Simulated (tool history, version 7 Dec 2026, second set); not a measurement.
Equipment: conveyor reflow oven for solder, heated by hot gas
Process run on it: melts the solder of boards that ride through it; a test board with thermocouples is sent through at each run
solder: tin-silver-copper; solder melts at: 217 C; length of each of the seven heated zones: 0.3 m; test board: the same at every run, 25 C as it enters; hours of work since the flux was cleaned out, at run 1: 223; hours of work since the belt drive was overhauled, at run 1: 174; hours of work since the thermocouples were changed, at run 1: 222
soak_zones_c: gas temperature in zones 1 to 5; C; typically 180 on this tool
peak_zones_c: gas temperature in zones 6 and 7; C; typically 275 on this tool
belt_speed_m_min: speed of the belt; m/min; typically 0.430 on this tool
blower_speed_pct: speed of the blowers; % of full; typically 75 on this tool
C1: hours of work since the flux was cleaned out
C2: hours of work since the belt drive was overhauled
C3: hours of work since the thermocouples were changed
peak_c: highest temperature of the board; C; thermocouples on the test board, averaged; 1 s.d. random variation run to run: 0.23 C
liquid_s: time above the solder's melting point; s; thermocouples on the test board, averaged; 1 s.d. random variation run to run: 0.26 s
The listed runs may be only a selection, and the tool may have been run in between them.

run 1 hour=0.0 | soak_zones_c=180 peak_zones_c=275 belt_speed_m_min=0.430 blower_speed_pct=75 | C1=223 C2=174 C3=222 | peak_c=254.7 liquid_s=65.4
run 2 hour=14.0 | soak_zones_c=180 peak_zones_c=275 belt_speed_m_min=0.430 blower_speed_pct=75 | C1=233 C2=184 C3=232 | peak_c=254.2 liquid_s=65.7
-- hour=21.8 flux residue cleaned out of gas plates and filters
run 3 hour=36.0 | soak_zones_c=180 peak_zones_c=275 belt_speed_m_min=0.430 blower_speed_pct=75 | C1=10 C2=196 C3=244 | peak_c=257.5 liquid_s=67.6
run 4 hour=51.2 | soak_zones_c=171 peak_zones_c=275 belt_speed_m_min=0.430 blower_speed_pct=75 | C1=21 C2=207 C3=255 | peak_c=254.9 liquid_s=63.0
run 5 hour=73.7 | soak_zones_c=171 peak_zones_c=275 belt_speed_m_min=0.430 blower_speed_pct=75 | C1=37 C2=223 C3=271 | peak_c=255.2 liquid_s=62.6
run 6 hour=98.5 | soak_zones_c=171 peak_zones_c=275 belt_speed_m_min=0.430 blower_speed_pct=75 | C1=55 C2=241 C3=289 | peak_c=254.7 liquid_s=63.0
run 7 hour=108.8 | soak_zones_c=180 peak_zones_c=275 belt_speed_m_min=0.380 blower_speed_pct=75 | C1=62 C2=248 C3=296 | peak_c=260.9 liquid_s=80.1
run 8 hour=123.9 | soak_zones_c=180 peak_zones_c=275 belt_speed_m_min=0.380 blower_speed_pct=75 | C1=73 C2=259 C3=307 | peak_c=260.5 liquid_s=80.3
run 9 hour=142.7 | soak_zones_c=180 peak_zones_c=275 belt_speed_m_min=0.430 blower_speed_pct=75 | C1=87 C2=272 C3=320 | peak_c=256.4 liquid_s=67.5
run 10 hour=159.3 | soak_zones_c=180 peak_zones_c=275 belt_speed_m_min=0.430 blower_speed_pct=75 | C1=99 C2=284 C3=332 | peak_c=256.4 liquid_s=67.8
run 11 hour=183.1 | soak_zones_c=180 peak_zones_c=275 belt_speed_m_min=0.430 blower_speed_pct=75 | C1=116 C2=301 C3=349 | peak_c=256.2 liquid_s=67.1
-- hour=188.1 belt drive overhauled, speed set with a stopwatch
run 12 hour=199.6 | soak_zones_c=183 peak_zones_c=264 belt_speed_m_min=0.447 blower_speed_pct=75 | C1=125 C2=8 C3=358 | peak_c=246.4 liquid_s=57.9
run 13 hour=220.7 | soak_zones_c=183 peak_zones_c=264 belt_speed_m_min=0.447 blower_speed_pct=75 | C1=140 C2=23 C3=374 | peak_c=246.5 liquid_s=57.9
run 14 hour=239.7 | soak_zones_c=183 peak_zones_c=264 belt_speed_m_min=0.447 blower_speed_pct=59 | C1=153 C2=37 C3=387 | peak_c=240.8 liquid_s=50.1
run 15 hour=259.1 | soak_zones_c=177 peak_zones_c=284 belt_speed_m_min=0.450 blower_speed_pct=67 | C1=167 C2=51 C3=401 | peak_c=257.9 liquid_s=63.0
run 16 hour=283.0 | soak_zones_c=172 peak_zones_c=269 belt_speed_m_min=0.464 blower_speed_pct=75 | C1=184 C2=68 C3=418 | peak_c=246.0 liquid_s=49.9
run 17 hour=293.6 | soak_zones_c=166 peak_zones_c=269 belt_speed_m_min=0.404 blower_speed_pct=62 | C1=192 C2=76 C3=426 | peak_c=245.5 liquid_s=55.0
run 18 hour=316.0 | soak_zones_c=169 peak_zones_c=268 belt_speed_m_min=0.444 blower_speed_pct=85 | C1=208 C2=92 C3=442 | peak_c=248.8 liquid_s=55.2
-- hour=334.3 belt drive overhauled, speed set with a stopwatch, once more
run 19 hour=345.2 | soak_zones_c=169 peak_zones_c=268 belt_speed_m_min=0.444 blower_speed_pct=85 | C1=226 C2=8 C3=460 | peak_c=248.2 liquid_s=54.1
run 20 hour=357.0 | soak_zones_c=177 peak_zones_c=268 belt_speed_m_min=0.466 blower_speed_pct=83 | C1=235 C2=16 C3=468 | peak_c=247.2 liquid_s=53.0
-- hour=363.8 flux residue cleaned out of gas plates and filters
run 21 hour=381.6 | soak_zones_c=185 peak_zones_c=280 belt_speed_m_min=0.365 blower_speed_pct=83 | C1=13 C2=30 C3=483 | peak_c=269.4 liquid_s=91.5

What would each run have given without the hidden state, its run-to-run variation left as it was?
The hidden state here: heat that the gas passes to the board, % of a clean oven's; belt's true speed, % of the reading; true gas temperature in zones 6 and 7 over the reading, C; drift of the gauge itself on peak_c, C; drift of the gauge itself on liquid_s, %.
run=1 peak_c=257.1 liquid_s=67.7
run=2 peak_c=256.7 liquid_s=68.1
run=3 peak_c=257.4 liquid_s=67.5
run=4 peak_c=255.0 liquid_s=63.0
run=5 peak_c=255.5 liquid_s=62.8
run=6 peak_c=255.2 liquid_s=63.3
run=7 peak_c=261.3 liquid_s=80.2
run=8 peak_c=261.0 liquid_s=80.5
run=9 peak_c=257.2 liquid_s=68.0
run=10 peak_c=257.3 liquid_s=68.4
run=11 peak_c=257.3 liquid_s=67.9
run=12 peak_c=247.4 liquid_s=58.9
run=13 peak_c=247.6 liquid_s=59.1
run=14 peak_c=241.9 liquid_s=51.7
run=15 peak_c=259.6 liquid_s=64.1
run=16 peak_c=248.0 liquid_s=52.0
run=17 peak_c=247.1 liquid_s=57.0
run=18 peak_c=251.1 liquid_s=57.5
run=19 peak_c=251.0 liquid_s=57.4
run=20 peak_c=250.0 liquid_s=56.3
run=21 peak_c=268.8 liquid_s=91.1

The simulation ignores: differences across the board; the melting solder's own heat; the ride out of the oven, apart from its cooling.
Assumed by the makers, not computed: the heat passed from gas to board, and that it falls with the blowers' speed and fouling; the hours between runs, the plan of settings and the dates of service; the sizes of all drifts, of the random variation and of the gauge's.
